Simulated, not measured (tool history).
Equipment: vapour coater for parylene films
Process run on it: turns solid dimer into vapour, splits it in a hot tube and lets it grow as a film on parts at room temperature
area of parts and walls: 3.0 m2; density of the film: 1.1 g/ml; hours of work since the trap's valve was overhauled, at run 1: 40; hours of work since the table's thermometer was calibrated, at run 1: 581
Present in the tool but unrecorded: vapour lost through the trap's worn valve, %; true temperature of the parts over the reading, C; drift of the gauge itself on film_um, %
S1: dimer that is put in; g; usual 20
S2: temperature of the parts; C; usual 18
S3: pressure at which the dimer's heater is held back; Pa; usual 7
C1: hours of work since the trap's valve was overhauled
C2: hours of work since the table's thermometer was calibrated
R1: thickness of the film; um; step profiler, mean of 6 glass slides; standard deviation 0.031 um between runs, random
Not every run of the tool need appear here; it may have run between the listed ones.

run    hour  S1  S2     S3   C1    C2    R1
  1       0  20  18      7   40   581  4.01
  2    26.3  20  18      7   54   595  4.08
  3    58.5  20  20      7   72   613  3.86
  4    88.4  20  18   2.28   88   629  4.94
  5   115.6  20  18   2.28  103   643  4.87
  6   130.5  20  18   2.28  111   652  4.85
  7   163.9  20  16      7  129   670  4.17
  8   195.9  20  26      7  146   687   3.3
  9   220.8  20  26      7  160   700  3.33
 10   251.4  20  26      7  176   717  3.32
 11   278.7  20  26      7  191   732  3.33
 12   296.2  20  27      7  200   741  3.26
 13   323.7  12  18      7  215   756  2.32
 14   358.8  12  18      7  234   775  2.34
 15   386.3  20  17      7  249   790  3.96
 16     402  20  18      7  258   798  3.86
 17   435.5  20  18      7  276   817  3.91
 18   470.3  17  18      7  295   835  3.31
 19   497.2  20  18      7  309   850  3.87
 20   531.2  26  18      7  328   868  4.95
 21   551.9  26  18  10.88  339   880  4.63
 22   577.3  26  18  10.88  353   893  4.58
 23     597  26  18  10.88  363   904  4.61
 24   632.3  10  19   2.76  382   923  2.19
 25     649  23  17   5.89  391   932  4.57
 26   678.7  23  19   2.57  407   948  5.15
 27   709.6  28  16   2.57  424   965  6.68
 28   731.4  28  16   2.57  436   977  6.58
 29   750.6  28  29   5.93  446   987   4.2
 30   775.4  28  29   5.93  460  1000  4.21
 31   810.8  20  17      2  479  1020  4.76
      813.4  -- table's thermometer calibrated
 32   828.6   9  24      2  488     8  1.84
 33   861.1   9  24      2  506    26  1.85
 34   886.3  35  24   4.12  519    39   6.3
 35   902.6  20  17   3.72  528    48  4.23
 36   918.8  20  19   3.33  537    57  4.19
 37     949  14  18      7  553    73  2.64
 38   976.1  14  10   6.39  568    88  3.19
      988.8  -- table's thermometer calibrated, once more
 39  1010.1  14  10   6.39  586    12   3.1
 40  1030.2  18  25   6.39  597    22  2.82
 41    1046  18  10   6.44  605    31  3.91
 42    1062  18  10   6.44  614    40  3.94
 43  1084.8  29  21   9.36  626    52  4.64
     1107.9  -- trap's valve overhauled
 44  1110.2  29  21   9.36    1    64  5.22
 45  1136.5  24  14      7   15    78  5.27
 46  1161.1  10  19      7   29    91  1.98

The logged runs with the hidden state left out (each run's random variation unchanged):
run    R1
  1  4.02
  2  4.11
  3   3.9
  4     5
  5  4.94
  6  4.92
  7  4.25
  8  3.37
  9  3.41
 10  3.41
 11  3.43
 12  3.36
 13   2.4
 14  2.42
 15  4.12
 16  4.01
 17  4.08
 18  3.47
 19  4.07
 20  5.23
 21  4.89
 22  4.85
 23   4.9
 24  2.33
 25  4.88
 26  5.51
 27  7.17
 28  7.08
 29  4.53
 30  4.55
 31  5.16
 32  1.98
 33     2
 34  6.82
 35  4.58
 36  4.55
 37  2.88
 38  3.49
 39  3.48
 40  3.18
 41  4.41
 42  4.45
 43  5.25
 44  5.22
 45  5.29
 46  1.99
